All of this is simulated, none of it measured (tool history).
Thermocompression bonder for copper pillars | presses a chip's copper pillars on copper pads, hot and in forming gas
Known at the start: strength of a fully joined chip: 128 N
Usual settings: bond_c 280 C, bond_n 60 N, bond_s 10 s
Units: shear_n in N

{"run": 1, "hour": 0.0, "bond_c": 280, "bond_n": 60, "bond_s": 10, "shear_n": 92.0}
{"run": 2, "hour": 13.4, "bond_c": 280, "bond_n": 60, "bond_s": 10, "shear_n": 93.6}
{"run": 3, "hour": 26.8, "bond_c": 280, "bond_n": 60, "bond_s": 10, "shear_n": 93.9}
{"run": 4, "hour": 34.2, "bond_c": 280, "bond_n": 60, "bond_s": 10, "shear_n": 93.6}
{"run": 5, "hour": 44.8, "bond_c": 280, "bond_n": 60, "bond_s": 10, "shear_n": 93.3}
{"run": 6, "hour": 56.9, "bond_c": 280, "bond_n": 60, "bond_s": 10, "shear_n": 92.7}
{"run": 7, "hour": 67.9, "bond_c": 280, "bond_n": 60, "bond_s": 11, "shear_n": 95.0}
{"run": 8, "hour": 78.6, "bond_c": 280, "bond_n": 60, "bond_s": 11, "shear_n": 94.4}
{"run": 9, "hour": 85.2, "bond_c": 280, "bond_n": 60, "bond_s": 11, "shear_n": 93.9}
{"run": 10, "hour": 99.5, "bond_c": 280, "bond_n": 60, "bond_s": 11, "shear_n": 94.9}
{"run": 11, "hour": 107.5, "bond_c": 280, "bond_n": 60, "bond_s": 11, "shear_n": 94.7}
{"run": 12, "hour": 114.0, "bond_c": 309, "bond_n": 60, "bond_s": 10, "shear_n": 109.6}
{"run": 13, "hour": 122.8, "bond_c": 309, "bond_n": 60, "bond_s": 10, "shear_n": 108.2}
{"run": 14, "hour": 130.4, "bond_c": 309, "bond_n": 60, "bond_s": 10, "shear_n": 108.4}
{"run": 15, "hour": 137.3, "bond_c": 309, "bond_n": 60, "bond_s": 10, "shear_n": 109.0}
{"run": 16, "hour": 151.6, "bond_c": 279, "bond_n": 60, "bond_s": 10, "shear_n": 92.1}
{"run": 17, "hour": 165.3, "bond_c": 279, "bond_n": 43, "bond_s": 10, "shear_n": 76.0}
{"run": 18, "hour": 175.5, "bond_c": 279, "bond_n": 43, "bond_s": 10, "shear_n": 76.5}
{"run": 19, "hour": 182.5, "bond_c": 279, "bond_n": 43, "bond_s": 10, "shear_n": 76.3}
{"run": 20, "hour": 190.3, "bond_c": 280, "bond_n": 60, "bond_s": 11, "shear_n": 95.5}
{"run": 21, "hour": 203.6, "bond_c": 280, "bond_n": 60, "bond_s": 11, "shear_n": 95.0}
{"run": 22, "hour": 214.7, "bond_c": 280, "bond_n": 60, "bond_s": 11, "shear_n": 94.7}
{"run": 23, "hour": 229.1, "bond_c": 280, "bond_n": 42, "bond_s": 6, "shear_n": 63.5}
{"run": 24, "hour": 240.9, "bond_c": 304, "bond_n": 42, "bond_s": 27, "shear_n": 110.7}
{"run": 25, "hour": 254.2, "bond_c": 304, "bond_n": 42, "bond_s": 12, "shear_n": 93.6}
{"run": 26, "hour": 267.3, "bond_c": 304, "bond_n": 42, "bond_s": 12, "shear_n": 92.6}
{"run": 27, "hour": 279.2, "bond_c": 304, "bond_n": 42, "bond_s": 12, "shear_n": 92.7}
{"run": 28, "hour": 288.7, "bond_c": 274, "bond_n": 36, "bond_s": 8, "shear_n": 60.3}
{"hour": 293.0, "done": "forming gas filter changed"}
{"run": 29, "hour": 297.2, "bond_c": 274, "bond_n": 36, "bond_s": 6, "shear_n": 53.6}
{"run": 30, "hour": 308.1, "bond_c": 274, "bond_n": 36, "bond_s": 12, "shear_n": 68.7}
{"run": 31, "hour": 316.9, "bond_c": 252, "bond_n": 56, "bond_s": 5, "shear_n": 55.8}
{"run": 32, "hour": 326.0, "bond_c": 252, "bond_n": 60, "bond_s": 7, "shear_n": 67.0}
{"run": 33, "hour": 332.4, "bond_c": 263, "bond_n": 67, "bond_s": 5, "shear_n": 71.0}
{"run": 34, "hour": 339.7, "bond_c": 280, "bond_n": 60, "bond_s": 12, "shear_n": 96.8}
{"run": 35, "hour": 347.1, "bond_c": 292, "bond_n": 62, "bond_s": 7, "shear_n": 95.3}
{"run": 36, "hour": 359.5, "bond_c": 275, "bond_n": 38, "bond_s": 8, "shear_n": 62.8}
{"run": 37, "hour": 370.9, "bond_c": 299, "bond_n": 37, "bond_s": 10, "shear_n": 81.1}
{"run": 38, "hour": 383.3, "bond_c": 264, "bond_n": 52, "bond_s": 12, "shear_n": 81.4}
{"run": 39, "hour": 392.0, "bond_c": 280, "bond_n": 41, "bond_s": 10, "shear_n": 74.7}

Forecast each of these 5 alternatives for the next run:
{"run": "A", "hour": 402.2, "bond_c": 280, "bond_n": 51, "bond_s": 10, "shear_n": "?"}
{"run": "B", "hour": 402.2, "bond_c": 280, "bond_n": 67, "bond_s": 10, "shear_n": "?"}
{"run": "C", "hour": 402.2, "bond_c": 267, "bond_n": 49, "bond_s": 7, "shear_n": "?"}
{"run": "D", "hour": 402.2, "bond_c": 308, "bond_n": 56, "bond_s": 27, "shear_n": "?"}
{"run": "E", "hour": 402.2, "bond_c": 305, "bond_n": 88, "bond_s": 25, "shear_n": "?"}

run=A shear_n=85.7
run=B shear_n=99.6
run=C shear_n=67.2
run=D shear_n=120.5
run=E shear_n=125.6
Without the tool's hidden state the same runs would have given:
run=A shear_n=85.6
run=B shear_n=99.5
run=C shear_n=67.0
run=D shear_n=120.6
run=E shear_n=125.8

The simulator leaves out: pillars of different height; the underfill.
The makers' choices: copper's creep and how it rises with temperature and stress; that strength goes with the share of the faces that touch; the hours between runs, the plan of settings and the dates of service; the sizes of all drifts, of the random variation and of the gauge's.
